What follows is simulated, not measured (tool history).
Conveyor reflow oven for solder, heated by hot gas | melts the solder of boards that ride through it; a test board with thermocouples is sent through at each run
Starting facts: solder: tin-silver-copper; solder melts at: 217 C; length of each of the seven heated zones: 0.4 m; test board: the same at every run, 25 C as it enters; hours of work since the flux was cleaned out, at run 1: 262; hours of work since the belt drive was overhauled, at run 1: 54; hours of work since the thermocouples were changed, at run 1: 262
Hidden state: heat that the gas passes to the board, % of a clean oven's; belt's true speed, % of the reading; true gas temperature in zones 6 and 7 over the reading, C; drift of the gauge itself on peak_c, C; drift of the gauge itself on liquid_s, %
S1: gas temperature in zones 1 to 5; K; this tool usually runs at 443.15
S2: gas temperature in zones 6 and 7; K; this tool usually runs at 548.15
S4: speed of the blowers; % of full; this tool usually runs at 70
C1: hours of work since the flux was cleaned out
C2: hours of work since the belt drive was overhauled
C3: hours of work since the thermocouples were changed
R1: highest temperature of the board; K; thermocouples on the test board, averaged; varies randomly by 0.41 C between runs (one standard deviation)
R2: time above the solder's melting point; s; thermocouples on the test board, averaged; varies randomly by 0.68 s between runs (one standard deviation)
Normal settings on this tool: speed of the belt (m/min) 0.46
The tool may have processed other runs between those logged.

run 1 hour=0 | S1=443.15 S2=548.15 speed_of_the_belt_(m/min)=0.46 S4=70 | C1=262 C2=54 C3=262 | R1=528.15 R2=76.6
run 2 hour=29.4 | S1=443.15 S2=548.15 speed_of_the_belt_(m/min)=0.46 S4=73 | C1=275 C2=67 C3=275 | R1=528.75 R2=78.5
run 3 hour=81.7 | S1=443.15 S2=548.15 speed_of_the_belt_(m/min)=0.46 S4=73 | C1=297 C2=89 C3=297 | R1=528.85 R2=78.9
run 4 hour=120.3 | S1=443.15 S2=548.15 speed_of_the_belt_(m/min)=0.46 S4=73 | C1=314 C2=106 C3=314 | R1=528.95 R2=78.4
run 5 hour=160.9 | S1=429.15 S2=548.15 speed_of_the_belt_(m/min)=0.46 S4=70 | C1=331 C2=123 C3=331 | R1=524.45 R2=69.4
run 6 hour=212.6 | S1=429.15 S2=548.15 speed_of_the_belt_(m/min)=0.46 S4=70 | C1=354 C2=146 C3=354 | R1=525.05 R2=69.6
run 7 hour=245.2 | S1=429.15 S2=548.15 speed_of_the_belt_(m/min)=0.46 S4=70 | C1=368 C2=160 C3=368 | R1=525.15 R2=67.6
run 8 hour=294.7 | S1=454.15 S2=548.15 speed_of_the_belt_(m/min)=0.46 S4=70 | C1=389 C2=181 C3=389 | R1=529.85 R2=84.1
run 9 hour=320.2 | S1=454.15 S2=548.15 speed_of_the_belt_(m/min)=0.46 S4=70 | C1=400 C2=192 C3=400 | R1=529.15 R2=83.6
-- hour=364.3 flux residue cleaned out of gas plates and filters
run 10 hour=366.8 | S1=454.15 S2=548.15 speed_of_the_belt_(m/min)=0.46 S4=70 | C1=1 C2=210 C3=418 | R1=529.45 R2=85.7
run 11 hour=394.8 | S1=454.15 S2=548.15 speed_of_the_belt_(m/min)=0.46 S4=70 | C1=13 C2=222 C3=430 | R1=529.85 R2=83.4
run 12 hour=427.1 | S1=443.15 S2=548.15 speed_of_the_belt_(m/min)=0.46 S4=70 | C1=27 C2=236 C3=444 | R1=527.55 R2=78.2
run 13 hour=455.2 | S1=443.15 S2=548.15 speed_of_the_belt_(m/min)=0.46 S4=70 | C1=39 C2=248 C3=456 | R1=527.95 R2=76.6
run 14 hour=477.5 | S1=443.15 S2=548.15 speed_of_the_belt_(m/min)=0.46 S4=50 | C1=49 C2=258 C3=466 | R1=519.85 R2=67
run 15 hour=516.9 | S1=443.15 S2=548.15 speed_of_the_belt_(m/min)=0.46 S4=50 | C1=66 C2=275 C3=483 | R1=520.15 R2=65.9
run 16 hour=552.2 | S1=443.15 S2=556.15 speed_of_the_belt_(m/min)=0.46 S4=70 | C1=81 C2=290 C3=498 | R1=534.55 R2=83.6
run 17 hour=585.1 | S1=443.15 S2=543.15 speed_of_the_belt_(m/min)=0.46 S4=70 | C1=95 C2=304 C3=512 | R1=522.75 R2=73.4
run 18 hour=632.8 | S1=443.15 S2=543.15 speed_of_the_belt_(m/min)=0.46 S4=70 | C1=116 C2=325 C3=533 | R1=524.65 R2=73.2
run 19 hour=686.1 | S1=454.15 S2=556.15 speed_of_the_belt_(m/min)=0.545 S4=88 | C1=139 C2=348 C3=556 | R1=535.25 R2=76.2
run 20 hour=720 | S1=439.15 S2=556.15 speed_of_the_belt_(m/min)=0.444 S4=85 | C1=153 C2=362 C3=570 | R1=539.75 R2=89.3
run 21 hour=771.1 | S1=449.15 S2=536.15 speed_of_the_belt_(m/min)=0.371 S4=85 | C1=175 C2=384 C3=592 | R1=527.55 R2=102.7
run 22 hour=819.1 | S1=441.15 S2=553.15 speed_of_the_belt_(m/min)=0.435 S4=51 | C1=196 C2=405 C3=613 | R1=526.05 R2=79
run 23 hour=859.5 | S1=441.15 S2=553.15 speed_of_the_belt_(m/min)=0.392 S4=51 | C1=214 C2=423 C3=630 | R1=531.35 R2=92.4
run 24 hour=889.6 | S1=441.15 S2=553.15 speed_of_the_belt_(m/min)=0.392 S4=51 | C1=226 C2=436 C3=643 | R1=530.95 R2=93.2
run 25 hour=936.7 | S1=443.15 S2=548.15 speed_of_the_belt_(m/min)=0.46 S4=63 | C1=247 C2=456 C3=664 | R1=525.45 R2=73.5
run 26 hour=967.7 | S1=433.15 S2=542.15 speed_of_the_belt_(m/min)=0.46 S4=70 | C1=260 C2=469 C3=677 | R1=520.65 R2=64.8
run 27 hour=1018.6 | S1=453.15 S2=544.15 speed_of_the_belt_(m/min)=0.549 S4=70 | C1=282 C2=491 C3=699 | R1=519.95 R2=59.6
run 28 hour=1053.9 | S1=441.15 S2=544.15 speed_of_the_belt_(m/min)=0.447 S4=64 | C1=297 C2=506 C3=714 | R1=523.35 R2=73.6
run 29 hour=1084.4 | S1=443.15 S2=556.15 speed_of_the_belt_(m/min)=0.46 S4=63 | C1=310 C2=520 C3=727 | R1=532.15 R2=81.7
run 30 hour=1131.6 | S1=443.15 S2=556.15 speed_of_the_belt_(m/min)=0.46 S4=63 | C1=331 C2=540 C3=748 | R1=532.45 R2=81.6
run 31 hour=1184.8 | S1=443.15 S2=560.15 speed_of_the_belt_(m/min)=0.506 S4=63 | C1=354 C2=563 C3=771 | R1=530.95 R2=72.2

Consider 3 possible next runs. They are alternatives, not a sequence: every one starts from the tool as it was left by run 31. What does each give?
run A hour=1210.5 | S1=443.15 S2=548.15 speed_of_the_belt_(m/min)=0.46 S4=80 | C1=365 C2=574 C3=782 | R1=? R2=?
run B hour=1210.5 | S1=443.15 S2=555.15 speed_of_the_belt_(m/min)=0.506 S4=63 | C1=365 C2=574 C3=782 | R1=? R2=?
run C hour=1210.5 | S1=443.15 S2=561.15 speed_of_the_belt_(m/min)=0.506 S4=63 | C1=365 C2=574 C3=782 | R1=? R2=?

run=A R1=530.05 R2=81.4
run=B R1=526.95 R2=67.7
run=C R1=531.45 R2=72.4
With the hidden condition removed and each run's random variation left untouched, the same runs would have given:
run=A R1=530.25 R2=81.5
run=B R1=527.05 R2=67.9
run=C R1=531.55 R2=72.5
